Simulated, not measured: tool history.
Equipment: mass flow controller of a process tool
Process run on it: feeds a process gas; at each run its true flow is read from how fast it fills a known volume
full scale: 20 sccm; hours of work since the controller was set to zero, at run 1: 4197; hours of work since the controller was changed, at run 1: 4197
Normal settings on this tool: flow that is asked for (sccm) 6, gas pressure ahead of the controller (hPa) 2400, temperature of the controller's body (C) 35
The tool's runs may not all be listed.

run,hour,flow that is asked for (sccm),gas pressure ahead of the controller (hPa),temperature of the controller's body (C),hours of work since the controller was set to zero,hours of work since the controller was changed,true flow (%)
1,0.0,6,2400,35,4197,4197,96.37
2,414.2,6,2400,35,4508,4508,96.46
3,723.9,6,2400,35,4742,4742,96.18
4,1105.3,6,2400,35,5029,5029,96.17
# hour 1398.7: controller exchanged for a calibrated one
5,1469.5,6,2400,34,53,53,97.62
6,1831.5,6,2400,20,326,326,98.68
7,2101.1,6,2400,20,529,529,98.63
8,2536.4,6,2400,20,856,856,98.68
9,2806.1,6,2400,20,1059,1059,98.52
10,3233.8,6,2400,20,1381,1381,98.54
# hour 3253.4: controller's zero set anew
11,3667.6,6,2400,35,312,1708,97.21
12,3880.5,6,1520,39,472,1868,96.55
# hour 3957.1: controller's zero set anew, once more
13,4110.0,6,2400,31,115,2040,96.97
14,4376.1,6,2400,30,315,2241,96.95
15,4634.7,14,2400,25,510,2435,98.25
16,4911.8,14,2400,25,719,2644,98.23
17,5100.9,5,1830,27,861,2786,96.97
18,5320.7,4,2330,35,1027,2952,96.36
19,5628.0,6,1700,35,1258,3183,96.23
20,5842.9,6,1450,35,1420,3345,96.19
21,6201.7,6,1450,35,1690,3615,96.10

Hidden state or all else? Some run-to-run changes of true flow (%), split into what the settings, what came in and random variation would give without the hidden state, and what is left for the hidden state (with any gauge scatter that isn't in both results):
The tool's hidden condition here consists of: flow at rest that the sensor doesn't see, % of full scale; true flow over the shown one, %; drift of the gauge itself on true_pct, %.
Run 4 -> 5: temperature of the controller's body (C) 35 -> 34, controller exchanged for a calibrated one. true flow (%) +1.45: hidden state +1.30, all else +0.15.
Run 10 -> 11: temperature of the controller's body (C) 20 -> 35, controller's zero set anew. true flow (%) -1.33: hidden state -0.03, all else -1.30.
Run 12 -> 13: gas pressure ahead of the controller (hPa) 1520 -> 2400, temperature of the controller's body (C) 39 -> 31, controller's zero set anew, once more. true flow (%) +0.42: hidden state -0.50, all else +0.92.

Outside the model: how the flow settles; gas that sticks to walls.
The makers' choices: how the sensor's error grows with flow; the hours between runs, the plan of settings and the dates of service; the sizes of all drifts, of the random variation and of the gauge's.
